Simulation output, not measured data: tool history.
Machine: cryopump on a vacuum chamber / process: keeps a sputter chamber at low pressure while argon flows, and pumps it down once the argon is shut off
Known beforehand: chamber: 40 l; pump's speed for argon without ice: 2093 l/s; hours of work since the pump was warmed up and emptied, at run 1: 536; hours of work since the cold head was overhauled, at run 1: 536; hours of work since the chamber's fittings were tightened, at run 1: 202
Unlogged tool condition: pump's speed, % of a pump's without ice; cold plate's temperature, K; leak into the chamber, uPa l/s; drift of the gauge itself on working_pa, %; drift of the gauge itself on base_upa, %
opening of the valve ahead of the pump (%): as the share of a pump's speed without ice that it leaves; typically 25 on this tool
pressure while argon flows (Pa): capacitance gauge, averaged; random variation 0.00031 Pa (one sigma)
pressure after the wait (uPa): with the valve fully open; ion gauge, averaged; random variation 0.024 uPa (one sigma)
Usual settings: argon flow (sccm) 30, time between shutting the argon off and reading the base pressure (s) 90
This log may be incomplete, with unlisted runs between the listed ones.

run     day  argon flow (sccm)  time between shutting the argon off and reading the base pressure (s)  opening of the valve ahead of the pump (%)  hours of work since the pump was warmed up and emptied  hours of work since the cold head was overhauled  hours of work since the chamber's fittings were tightened  pressure while argon flows (Pa)  pressure after the wait (uPa)
  1       0                 30                                                                     90                                          25                                                     536                                               536                                                        202                           0.0996                           1.09
  2   1.054                 30                                                                     90                                          25                                                     557                                               557                                                        223                           0.1005                           1.04
  3     2.2                 30                                                                     90                                          25                                                     580                                               580                                                        246                           0.0997                           1.07
  4   3.067                 30                                                                     90                                          25                                                     598                                               598                                                        264                           0.1002                           1.07
  5    3.95                 30                                                                     90                                          25                                                     615                                               615                                                        281                           0.1001                           1.11
  6   5.038                 30                                                                     90                                          25                                                     637                                               637                                                        303                           0.1005                            1.1
  7   5.708                 14                                                                     90                                          25                                                     650                                               650                                                        316                            0.047                           1.15
  8   6.388                 14                                                                     90                                          25                                                     664                                               664                                                        330                           0.0472                           1.19
  9   6.933                 14                                                                     90                                          25                                                     675                                               675                                                        341                           0.0472                           1.24
 10   8.075                 14                                                                     90                                          25                                                     698                                               698                                                        364                           0.0472                           1.19
 11   8.775                 14                                                                     90                                          25                                                     712                                               712                                                        378                           0.0469                           1.25
 12   9.708                 14                                                                     90                                          25                                                     731                                               731                                                        396                           0.0475                           1.23
 13  10.708                 14                                                                     90                                          30                                                     751                                               751                                                        417                           0.0403                           1.26
 14  11.467                 14                                                                     90                                          30                                                     766                                               766                                                        432                           0.0392                           1.22
 15  12.283                 30                                                                     90                                          26                                                     782                                               782                                                        448                           0.0979                           1.22
     13.142  -- pump warmed up, emptied and cooled again
 16  13.371                 38                                                                     90                                          25                                                       5                                               800                                                        466                            0.123                           1.15
 17  14.512                 38                                                                     90                                          25                                                      27                                               823                                                        489                           0.1235                           1.23
 18  15.617                 35                                                                     90                                          21                                                      50                                               845                                                        511                           0.1347                           1.29
 19  16.254                 23                                                                     71                                          16                                                      62                                               857                                                        523                           0.1166                           1.47
 20  16.879                 30                                                                    263                                          28                                                      75                                               870                                                        536                           0.0872                           0.84
 21  17.375                 30                                                                    263                                          28                                                      85                                               880                                                        546                            0.087                           0.83
 22  18.262                 47                                                                    263                                          19                                                     103                                               898                                                        564                           0.2017                           0.78
 23  19.033                 15                                                                     41                                          48                                                     118                                               913                                                        579                            0.026                           2.24
 24  19.625                 29                                                                     54                                          23                                                     130                                               925                                                        591                           0.1028                            1.8
 25  20.712                 29                                                                     54                                          23                                                     152                                               947                                                        613                           0.1033                           1.79
 26  21.596                 29                                                                     54                                          23                                                     169                                               964                                                        630                           0.1034                           1.88
 27  22.633                 31                                                                     90                                          33                                                     190                                               985                                                        651                           0.0771                           1.38
 28  23.621                 21                                                                     90                                          45                                                     210                                              1005                                                        671                           0.0387                           1.38
 29  24.333                 21                                                                     63                                          37                                                     224                                              1019                                                        685                           0.0464                           1.67
 30  25.429                 30                                                                    137                                          22                                                     246                                              1041                                                        707                           0.1119                           1.16
 31  26.354                 37                                                                     90                                          27                                                     265                                              1060                                                        726                            0.113                           1.43
 32  27.304                 51                                                                     60                                          21                                                     284                                              1079                                                        745                           0.1994                            1.8
 33  28.146                 13                                                                    119                                          20                                                     300                                              1096                                                        761                           0.0536                           1.28

Branching from run 33: 5 alternative next runs. What would each branch give?
  A  29.267                 30                                                                     81                                          25                                                     323                                              1118                                                        784                                ?                              ?
  B  29.267                 20                                                                    125                                          25                                                     323                                              1118                                                        784                                ?                              ?
  C  29.267                 44                                                                     73                                          55                                                     323                                              1118                                                        784                                ?                              ?
  D  29.267                 20                                                                    119                                          20                                                     323                                              1118                                                        784                                ?                              ?
  E  29.267                 13                                                                    119                                          17                                                     323                                              1118                                                        784                                ?                              ?

run  pressure while argon flows (Pa)  pressure after the wait (uPa)
  A                           0.0983                           1.61
  B                           0.0663                           1.27
  C                            0.068                           1.68
  D                           0.0818                           1.31
  E                           0.0628                           1.29
Stripped of hidden state, with their random variation kept, the same runs would have yielded:
run  pressure while argon flows (Pa)  pressure after the wait (uPa)
  A                           0.0963                           0.99
  B                            0.065                           0.67
  C                           0.0652                           1.07
  D                           0.0805                            0.7
  E                           0.0619                           0.68

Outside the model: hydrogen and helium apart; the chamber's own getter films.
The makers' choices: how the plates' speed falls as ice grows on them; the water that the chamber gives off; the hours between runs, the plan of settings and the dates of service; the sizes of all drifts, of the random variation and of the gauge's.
